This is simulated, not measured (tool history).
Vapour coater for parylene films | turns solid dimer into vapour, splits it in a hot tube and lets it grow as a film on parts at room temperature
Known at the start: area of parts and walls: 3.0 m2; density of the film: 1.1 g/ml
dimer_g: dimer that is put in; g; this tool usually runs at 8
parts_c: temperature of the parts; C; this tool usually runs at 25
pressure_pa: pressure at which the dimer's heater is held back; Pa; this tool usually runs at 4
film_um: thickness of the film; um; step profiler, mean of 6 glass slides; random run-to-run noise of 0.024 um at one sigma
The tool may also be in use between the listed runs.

| run | hour | dimer_g | parts_c | pressure_pa | film_um |
|---|---|---|---|---|---|
| 1 | 0 | 8 | 25 | 4 | 1.56 |
| 2 | 55.7 | 8 | 25 | 3.78 | 1.52 |
| 3 | 96.7 | 8 | 25 | 3.78 | 1.53 |
| 4 | 132.8 | 8 | 25 | 4 | 1.53 |
|  | 141.7 | trap's valve overhauled |
| 5 | 163.1 | 8 | 25 | 4 | 1.43 |
| 6 | 208.5 | 8 | 17 | 4 | 2.02 |
| 7 | 256 | 8 | 25 | 6.77 | 1.28 |
| 8 | 287.5 | 8 | 25 | 4 | 1.42 |
|  | 305 | trap's valve overhauled, once more |
| 9 | 337.9 | 8 | 25 | 4 | 1.6 |
| 10 | 382.8 | 8 | 25 | 4 | 1.59 |
| 11 | 412.1 | 8 | 25 | 4 | 1.56 |
| 12 | 457.3 | 8 | 25 | 4 | 1.63 |
| 13 | 491.9 | 8 | 25 | 4 | 1.56 |
| 14 | 545.8 | 8 | 25 | 4 | 1.56 |
| 15 | 591.3 | 8 | 25 | 4 | 1.55 |
| 16 | 648.4 | 8 | 25 | 4 | 1.56 |
| 17 | 698.5 | 8 | 25 | 2.02 | 1.75 |
| 18 | 737.5 | 8 | 25 | 4 | 1.55 |
| 19 | 764.8 | 8 | 25 | 4 | 1.56 |
| 20 | 812.7 | 14 | 33 | 9.95 | 1.65 |
| 21 | 842.9 | 14 | 29 | 4 | 2.31 |
| 22 | 870.9 | 14 | 29 | 4 | 2.25 |
| 23 | 934.7 | 14 | 29 | 4 | 2.28 |
| 24 | 966.8 | 8 | 25 | 3.3 | 1.54 |
| 25 | 1027.6 | 8 | 25 | 3.3 | 1.59 |
| 26 | 1068.5 | 3 | 24 | 2.66 | 0.64 |
| 27 | 1125.8 | 6 | 25 | 7.73 | 0.99 |
| 28 | 1176.9 | 6 | 20 | 10.52 | 1.14 |
|  | 1200 | trap's valve overhauled |
| 29 | 1212.1 | 6 | 20 | 10.52 | 1.23 |
| 30 | 1247.3 | 8 | 25 | 4 | 1.6 |
| 31 | 1282.9 | 8 | 18 | 8.5 | 1.89 |
| 32 | 1318 | 13 | 25 | 4 | 2.55 |
| 33 | 1380 | 4 | 25 | 9.76 | 0.69 |
| 34 | 1444.1 | 6 | 29 | 4.73 | 0.95 |
| 35 | 1496.1 | 9 | 25 | 9.37 | 1.49 |
|  | 1536.4 | table's thermometer calibrated |
| 36 | 1555.9 | 8 | 36 | 4 | 1.02 |
| 37 | 1587.6 | 8 | 36 | 4 | 0.99 |
| 38 | 1645.4 | 8 | 36 | 4 | 0.96 |

Each row is a separate what-if for the run after 38, all from the same tool condition, not one after another. Results?
| A | 1687.1 | 6 | 17 | 4 | ? |
| B | 1687.1 | 8 | 24 | 4 | ? |
| C | 1687.1 | 10 | 26 | 3.07 | ? |
| D | 1687.1 | 8 | 22 | 4 | ? |
| E | 1687.1 | 8 | 32 | 4 | ? |

| run | film_um |
|---|---|
| A | 1.62 |
| B | 1.66 |
| C | 1.95 |
| D | 1.8 |
| E | 1.14 |
Had the tool no hidden state, the same runs would have come out as:
| run | film_um |
|---|---|
| A | 1.68 |
| B | 1.73 |
| C | 2.03 |
| D | 1.87 |
| E | 1.18 |
